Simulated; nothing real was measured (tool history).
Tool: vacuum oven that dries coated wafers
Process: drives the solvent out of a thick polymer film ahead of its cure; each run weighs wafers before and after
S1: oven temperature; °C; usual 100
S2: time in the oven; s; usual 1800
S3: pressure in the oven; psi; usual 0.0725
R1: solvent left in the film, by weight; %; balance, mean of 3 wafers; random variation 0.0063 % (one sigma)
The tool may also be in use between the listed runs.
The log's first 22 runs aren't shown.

Run 23, hour 773: usual settings but S1 96 °C. Result: R1 0.88 %.
Run 24, hour 807.5: usual settings but S3 0.2197 psi. Result: R1 0.762 %.
Run 25, hour 828: usual settings but S3 0.2197 psi. Result: R1 0.762 %.
At hour 854: oven's thermocouples calibrated.
Run 26, hour 869.4: usual settings but S3 0.2197 psi. Result: R1 0.852 %.
Run 27, hour 892.2: usual settings but S3 0.2197 psi. Result: R1 0.843 %.
Run 28, hour 915.5: usual settings but S1 88 °C, S3 0.0595 psi. Result: R1 2.136 %.
Run 29, hour 947.6: usual settings but S1 102 °C, S3 0.0547 psi. Result: R1 0.457 %.
Run 30, hour 972.4: usual settings but S1 102 °C, S3 0.0547 psi. Result: R1 0.459 %.
Run 31, hour 1011: usual settings but S1 102 °C, S2 1140 s, S3 0.2424 psi. Result: R1 1.679 %.
Run 32, hour 1043.3: usual settings but S1 102 °C, S2 1140 s, S3 0.2424 psi. Result: R1 1.666 %.
Run 33, hour 1069.9: usual settings but S1 102 °C, S3 0.162 psi. Result: R1 0.609 %.
Run 34, hour 1104.9: usual settings but S1 91 °C, S2 960 s, S3 0.2624 psi. Result: R1 4.606 %.
Run 35, hour 1125.7: usual settings but S1 91 °C, S2 960 s, S3 0.2624 psi. Result: R1 4.605 %.
Run 36, hour 1156.1: usual settings but S1 114 °C, S2 960 s, S3 0.2451 psi. Result: R1 0.754 %.
Run 37, hour 1185.7: usual settings but S1 114 °C, S2 960 s, S3 0.0817 psi. Result: R1 0.596 %.
Run 38, hour 1217.7: usual settings but S2 1020 s, S3 0.2667 psi. Result: R1 2.388 %.

Forecast run 39:
Run 39, hour 1246.4: usual settings but S2 1020 s, S3 0.2667 psi. Result: R1 ?.

{"run 39": {"R1": 2.383}}
Without the tool's hidden state the same run would have given R1 2.376 %.
